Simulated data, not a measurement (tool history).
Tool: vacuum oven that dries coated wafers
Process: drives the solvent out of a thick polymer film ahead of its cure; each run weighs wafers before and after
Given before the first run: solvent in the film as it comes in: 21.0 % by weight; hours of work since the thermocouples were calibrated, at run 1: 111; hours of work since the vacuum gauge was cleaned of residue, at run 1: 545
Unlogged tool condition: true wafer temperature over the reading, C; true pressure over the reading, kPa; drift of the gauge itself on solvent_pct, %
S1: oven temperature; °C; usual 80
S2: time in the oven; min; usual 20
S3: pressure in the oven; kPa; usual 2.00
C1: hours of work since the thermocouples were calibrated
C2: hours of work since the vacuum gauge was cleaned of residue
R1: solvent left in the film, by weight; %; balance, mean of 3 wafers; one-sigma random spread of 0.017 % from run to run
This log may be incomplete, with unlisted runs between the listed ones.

run   hour  S1  S2    S3   C1   C2    R1
  1    0.0  80  20  2.00  111  545  1.04
  2   20.5  80  20  2.00  120  554  1.02
  3   37.1  69  20  2.00  127  561  2.68
  4   51.0  80  20  4.11  133  567  1.51
  5   72.1  68  20  2.00  142  576  2.88
  6   86.7  89  20  2.00  148  582  0.49
  7  108.3  89  20  2.00  157  591  0.45
  8  119.1  80  20  2.00  162  596  0.98
  9  131.7  80  20  2.00  167  601  1.04
 10  144.5  80  16  2.00  173  607  1.57
 11  153.3  82  16  1.37  176  610  1.14
 12  163.2  75  12  2.00  181  615  3.65
 13  179.9  75  12  2.00  188  622  3.69
 14  188.6  65  12  1.56  191  625  6.33
 15  208.9  72  14  2.86  200  634  3.88
 16  221.4  68  10  6.72  205  639  7.87
 17  239.0  80  20  7.87  213  647  2.37
 18  249.7  79  27  7.87  217  652  2.08
 19  264.8  79  27  2.56  224  658  0.82
 20  280.2  79  27  2.56  230  664  0.84

Alternative continuations, all from the tool just after run 20; predict every row:
  A  290.1  74  17  3.90  235  669   ?
  B  290.1  95  32  2.32  235  669   ?
  C  290.1  82  20  6.08  235  669   ?
  D  290.1  92  18  2.76  235  669   ?
  E  290.1  86  21  1.79  235  669   ?

run    R1
  A  2.80
  B  0.32
  C  1.71
  D  0.52
  E  0.51
Take away the tool's hidden state, keep each run's random variation, and the runs would have read:
run    R1
  A  2.91
  B  0.32
  C  1.76
  D  0.53
  E  0.52
